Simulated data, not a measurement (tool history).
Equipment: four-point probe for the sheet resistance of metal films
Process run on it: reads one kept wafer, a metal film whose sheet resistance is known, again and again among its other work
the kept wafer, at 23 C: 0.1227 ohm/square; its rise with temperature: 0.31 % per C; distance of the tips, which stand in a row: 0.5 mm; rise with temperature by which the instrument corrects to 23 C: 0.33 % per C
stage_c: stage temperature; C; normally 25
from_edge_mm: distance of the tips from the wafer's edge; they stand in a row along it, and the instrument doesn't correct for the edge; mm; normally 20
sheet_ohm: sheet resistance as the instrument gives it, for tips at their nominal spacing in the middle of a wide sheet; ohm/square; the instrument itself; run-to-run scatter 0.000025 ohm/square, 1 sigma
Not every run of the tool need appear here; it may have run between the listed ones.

run    hour  stage_c  from_edge_mm  sheet_ohm
  1     0.0       25            20   0.122653
  2    30.1       25            20   0.122635
  3    48.9       25            20   0.122648
  4    88.8       25            20   0.122663
  5   113.5       25            20   0.122649
  6   136.7       25            20   0.122689
  7   158.6       25            20   0.122639
  8   197.6       25            20   0.122665
  9   236.1       20            20   0.122753
 10   268.3       20             7   0.123098
 11   306.3       25            20   0.122715
 12   331.3       25             3   0.124437
 13   349.3       25             4   0.123717
 14   378.0       25             4   0.123679
 15   410.5       25             4   0.123693
 16   444.4       25            20   0.122723
 17   478.5       30            20   0.122668
 18   494.9       30            20   0.122606
 19   529.7       30            20   0.122632
 20   546.5       25            20   0.122755
 21   585.2       25            20   0.122744
 22   619.0       25            20   0.122723
 23   640.1       32            66   0.122582
 24   674.1       21             7   0.123166
 25   711.4       21             7   0.123140
 26   744.4       21             7   0.123085
 27   766.6       24            31   0.122782
      771.6  -- stage's thermometer calibrated
 28   785.5       27            11   0.122679
 29   818.7       22            24   0.122680
 30   851.1       30            32   0.122474
 31   889.5       35            20   0.122446
 32   923.8       18            15   0.122799
 33   958.5       25            16   0.122685
 34   983.3       32             4   0.123530
 35  1011.5       30            12   0.122658
 36  1048.7       34            14   0.122601
 37  1076.3       21            42   0.122715
 38  1094.4       25            17   0.122764
 39  1132.9       27             8   0.122901
 40  1153.6       27            29   0.122625
 41  1171.5       26            75   0.122672
 42  1200.4       20             4   0.123798
 43  1216.6       25            10   0.122841
 44  1246.7       25            10   0.122889

5 options for the next run, each taken on its own from the tool as it stands now. Forecast them:
  A  1272.5       28            48          ?
  B  1272.5       25            58          ?
  C  1272.5       25            25          ?
  D  1272.5       33            11          ?
  E  1272.5       19            21          ?

run  sheet_ohm
  A   0.122712
  B   0.122720
  C   0.122789
  D   0.122688
  E   0.122898
With the hidden condition removed and each run's random variation left untouched, the same runs would have given:
run  sheet_ohm
  A   0.122674
  B   0.122681
  C   0.122751
  D   0.122651
  E   0.122858
